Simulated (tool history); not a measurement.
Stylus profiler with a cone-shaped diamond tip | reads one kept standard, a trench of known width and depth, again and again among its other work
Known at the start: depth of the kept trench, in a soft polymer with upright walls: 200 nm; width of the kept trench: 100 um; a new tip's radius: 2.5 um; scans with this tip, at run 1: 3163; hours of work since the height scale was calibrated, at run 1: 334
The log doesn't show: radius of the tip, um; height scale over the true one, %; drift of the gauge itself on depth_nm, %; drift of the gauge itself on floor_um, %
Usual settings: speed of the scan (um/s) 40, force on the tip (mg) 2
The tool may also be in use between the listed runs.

run	hour	speed of the scan (um/s)	force on the tip (mg)	scans with this tip	hours of work since the height scale was calibrated	depth of the trench (angstrom)	width of the trench's floor (um)
1	0	40	2	3163	334	2024.2	97.78
2	9.5	40	1.54	3205	339	2020.2	97.68
3	20.8	40	2	3254	344	2023.3	97.73
4	37	40	2	3325	351	2022.4	97.69
5	57.5	40	2	3415	361	2024.6	97.68
6	67.7	40	2	3459	366	2024.8	97.69
7	77.1	41	2	3500	370	2023.3	97.69
8	97.4	41	2	3589	379	2023.1	97.72
9	111.7	41	2	3652	386	2023.1	97.74
10	126.2	41	2	3715	393	2024.9	97.7
11	142.4	40	0.7	3786	400	2015.1	97.55
12	154.6	40	2	3839	406	2023.6	97.66
13	168.4	40	2	3900	412	2023.1	97.75
14	180.5	40	2	3953	418	2024.9	97.7
15	194.2	40	2	4013	424	2024.2	97.69
16	213.2	67	2	4096	433	2023.1	97.56
17	226.9	40	2	4156	439	2024.5	97.68
18	244.8	40	1.13	4234	447	2019.2	97.61
19	256.4	40	1.13	4285	453	2019.5	97.6
20	276.7	40	1.13	4374	462	2017.2	97.62
21	294	94	2	4449	470	2023.9	97.37
22	308.3	40	2	4512	477	2025	97.68
23	327.4	40	2	4595	486	2026.3	97.67
24	342.5	26	3.06	4661	493	2031	97.79
25	362.4	26	3.06	4748	502	2031.7	97.76
26	372.9	12	1.16	4794	507	2018.3	97.79
27	384.5	12	0.9	4845	512	2015.7	97.76
28	403.7	144	2	4929	521	2025	97.09
29	416.6	144	2	4985	527	2023.9	97.13
30	430.9	144	2	5048	533	2025.4	97.16
31	444.5	11	1.43	5107	540	2021.3	97.84
32	460.7	78	3.16	5178	547	2032.3	97.53
33	477.9	78	3.16	5254	555	2032.3	97.56
34	495.1	78	3.16	5329	563	2031.6	97.51
35	509.8	16	2	5393	570	2026	97.79
36	530.6	40	2.19	5484	579	2026	97.65
37	544.6	18	0.97	5545	586	2016.1	97.72
38	564.2	18	0.97	5631	595	2016.2	97.69
39	580.2	32	0.72	5701	602	2014.7	97.57
40	593.3	32	0.72	5759	608	2015.3	97.58
41	605.5	32	0.72	5812	614	2014.6	97.59
42	621.7	41	2.49	5883	622	2028.8	97.68
43	633.4	56	1.11	5934	627	2019.1	97.51
44	645.9	18	1.21	5988	633	2020.5	97.71
45	655.8	97	1.09	6032	637	2019.2	97.17

Hidden state or all else? Some run-to-run changes of depth of the trench (angstrom), split into what the settings, what came in and random variation would give without the hidden state, and what is left for the hidden state (with any gauge scatter that isn't in both results):
Run 23 -> 24: speed of the scan (um/s) 40 -> 26, force on the tip (mg) 2 -> 3.06. depth of the trench (angstrom) +4.7: hidden state +0.2, all else +4.5.
Run 25 -> 26: speed of the scan (um/s) 26 -> 12, force on the tip (mg) 3.06 -> 1.16. depth of the trench (angstrom) -13.4: hidden state -0.1, all else -13.3.
Run 31 -> 32: speed of the scan (um/s) 11 -> 78, force on the tip (mg) 1.43 -> 3.16. depth of the trench (angstrom) +11: hidden state +0.1, all else +10.9.
Run 33 -> 34: no setting changed, nothing entered. depth of the trench (angstrom) -0.7: hidden state +0.2, all else -0.9.
Run 37 -> 38: no setting changed, nothing entered. depth of the trench (angstrom) +0.1: hidden state +0.2, all else -0.1.
Run 41 -> 42: speed of the scan (um/s) 32 -> 41, force on the tip (mg) 0.72 -> 2.49. depth of the trench (angstrom) +14.2: hidden state +0, all else +14.2.

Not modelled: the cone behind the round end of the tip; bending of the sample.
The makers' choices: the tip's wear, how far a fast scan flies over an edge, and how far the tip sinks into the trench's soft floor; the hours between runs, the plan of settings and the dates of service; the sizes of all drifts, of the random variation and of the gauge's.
